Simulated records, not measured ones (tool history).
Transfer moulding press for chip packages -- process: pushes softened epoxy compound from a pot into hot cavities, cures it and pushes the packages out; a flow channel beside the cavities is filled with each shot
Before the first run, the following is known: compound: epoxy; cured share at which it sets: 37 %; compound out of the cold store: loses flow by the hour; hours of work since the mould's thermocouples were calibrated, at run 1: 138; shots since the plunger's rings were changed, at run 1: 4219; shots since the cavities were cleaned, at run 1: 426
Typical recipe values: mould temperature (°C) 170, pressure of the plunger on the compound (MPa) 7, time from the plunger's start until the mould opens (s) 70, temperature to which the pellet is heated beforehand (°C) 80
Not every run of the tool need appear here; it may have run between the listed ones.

run,hour,mould temperature (°C),pressure of the plunger on the compound (MPa),time from the plunger's start until the mould opens (s),temperature to which the pellet is heated beforehand (°C),hours of work since the mould's thermocouples were calibrated,shots since the plunger's rings were changed,shots since the cavities were cleaned,incoming compound's hours out of the cold store,length that the compound runs in the flow channel (mm),greatest force on the pins that push the packages out (N)
1,0,170,7,70,80,138,4219,426,19.8,534,395
2,5.9,170,7,70,80,142,4340,547,11.9,561,451
3,11.5,170,7,70,80,147,4455,662,26.4,522,432
# hour 15.9: cavities cleaned with cleaning compound and waxed
4,23.1,170,5.58,70,80,155,4662,148,43.5,431,329
5,31,170,5.58,70,80,161,4824,310,29.9,454,379
6,41.4,170,5.58,70,80,169,5038,524,44.9,423,401
7,47.2,170,8.17,70,80,174,5156,642,16.3,570,447
# hour 52.6: cavities cleaned with cleaning compound and waxed
8,58.9,170,6.99,106,80,182,5366,130,41.6,470,232
9,63.5,170,7,70,76,185,5461,225,13.6,528,386
# hour 66.7: plunger's sealing rings changed
10,76.6,162,7.22,86,80,194,203,442,24.1,605,476
11,82.1,176,7,70,80,198,316,555,26.2,554,318

5 ways to go on from here, each from the tool as it stands after run 11. What would each give?
A,89.2,164,7,70,80,204,461,700,19.5,?,?
B,89.2,170,7,70,85,204,461,700,18.2,?,?
C,89.2,170,7,98,80,204,461,700,28.3,?,?
D,89.2,177,7,93,80,204,461,700,47.2,?,?
E,89.2,167,7,70,71,204,461,700,24.5,?,?

run,length that the compound runs in the flow channel (mm),greatest force on the pins that push the packages out (N)
A,596,731
B,580,442
C,562,321
D,500,326
E,579,574
Stripped of hidden state, with their random variation kept, the same runs would have yielded:
run,length that the compound runs in the flow channel (mm),greatest force on the pins that push the packages out (N)
A,605,502
B,589,302
C,570,207
D,507,213
E,588,396
